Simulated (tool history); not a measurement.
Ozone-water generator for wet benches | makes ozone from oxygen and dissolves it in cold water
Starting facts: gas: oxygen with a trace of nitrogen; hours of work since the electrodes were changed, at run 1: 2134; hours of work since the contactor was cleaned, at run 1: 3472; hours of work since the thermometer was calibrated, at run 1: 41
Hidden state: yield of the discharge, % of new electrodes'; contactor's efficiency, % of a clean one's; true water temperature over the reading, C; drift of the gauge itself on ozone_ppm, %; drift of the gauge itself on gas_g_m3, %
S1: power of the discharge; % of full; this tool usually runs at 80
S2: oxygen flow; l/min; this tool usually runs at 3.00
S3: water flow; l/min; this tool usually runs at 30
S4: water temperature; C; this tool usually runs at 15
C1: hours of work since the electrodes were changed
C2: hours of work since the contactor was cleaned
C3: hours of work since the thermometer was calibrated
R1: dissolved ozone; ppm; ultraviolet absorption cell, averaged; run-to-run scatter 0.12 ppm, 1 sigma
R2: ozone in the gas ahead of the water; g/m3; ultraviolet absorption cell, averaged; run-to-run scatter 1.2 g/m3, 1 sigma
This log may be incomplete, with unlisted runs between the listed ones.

run,day,S1,S2,S3,S4,C1,C2,C3,R1,R2
1,0.000,80,3.00,30,15,2134,3472,41,9.6,185.7
2,2.208,80,3.00,30,15,2176,3515,83,9.8,187.1
3,4.175,80,3.00,30,15,2214,3553,121,9.7,186.3
4,7.012,80,3.00,30,15,2269,3607,176,9.8,184.3
5,9.271,80,3.00,30,15,2312,3651,219,9.4,187.9
6,12.000,80,3.00,30,15,2365,3704,272,9.6,185.4
7,13.429,80,3.00,19,15,2393,3731,300,15.0,185.5
8,15.638,80,3.00,19,15,2435,3774,342,14.7,183.3
9,17.688,80,3.00,19,15,2475,3813,382,14.7,186.4
10,19.658,67,3.00,30,15,2513,3851,420,8.1,160.1
11,22.183,67,3.00,18,15,2562,3900,469,13.3,160.6
12,24.808,80,3.00,30,15,2612,3951,519,9.3,180.5
13,26.171,82,2.48,38,15,2638,3977,545,7.2,213.3
14,28.912,69,4.76,22,15,2691,4030,598,11.4,119.0
# day 29.221: contactor cleaned
15,30.617,57,1.59,18,12,2721,27,628,11.5,217.1
16,31.829,57,1.59,18,12,2744,50,651,11.3,216.4
17,33.367,57,1.59,18,12,2774,80,681,11.5,215.6
18,34.788,57,1.59,18,12,2802,107,709,11.4,216.0
19,37.221,65,3.74,23,16,2848,154,755,10.1,133.4
20,39.158,80,3.00,30,7,2886,192,793,9.7,180.5
21,40.525,41,1.83,32,22,2912,218,819,4.5,153.4
# day 41.938: contactor cleaned, once more
22,43.225,80,4.33,22,18,2961,25,868,13.0,140.8
23,45.312,80,3.00,27,18,3001,65,908,10.6,179.4
24,47.950,43,2.09,27,11,3052,116,959,6.9,142.6

What if the next run were any one of these 4? Each begins from the tool's condition after run 24:
A,49.238,66,2.09,27,11,3077,141,984,?,?
B,49.238,44,3.00,30,15,3077,141,984,?,?
C,49.238,43,2.09,33,11,3077,141,984,?,?
D,49.238,43,2.09,30,11,3077,141,984,?,?

run,R1,R2
A,9.4,198.0
B,6.3,113.9
C,5.6,144.5
D,5.9,143.4
What these runs would have given with no unlogged condition in the tool:
run,R1,R2
A,10.7,224.8
B,6.9,123.8
C,6.1,156.7
D,6.4,155.5

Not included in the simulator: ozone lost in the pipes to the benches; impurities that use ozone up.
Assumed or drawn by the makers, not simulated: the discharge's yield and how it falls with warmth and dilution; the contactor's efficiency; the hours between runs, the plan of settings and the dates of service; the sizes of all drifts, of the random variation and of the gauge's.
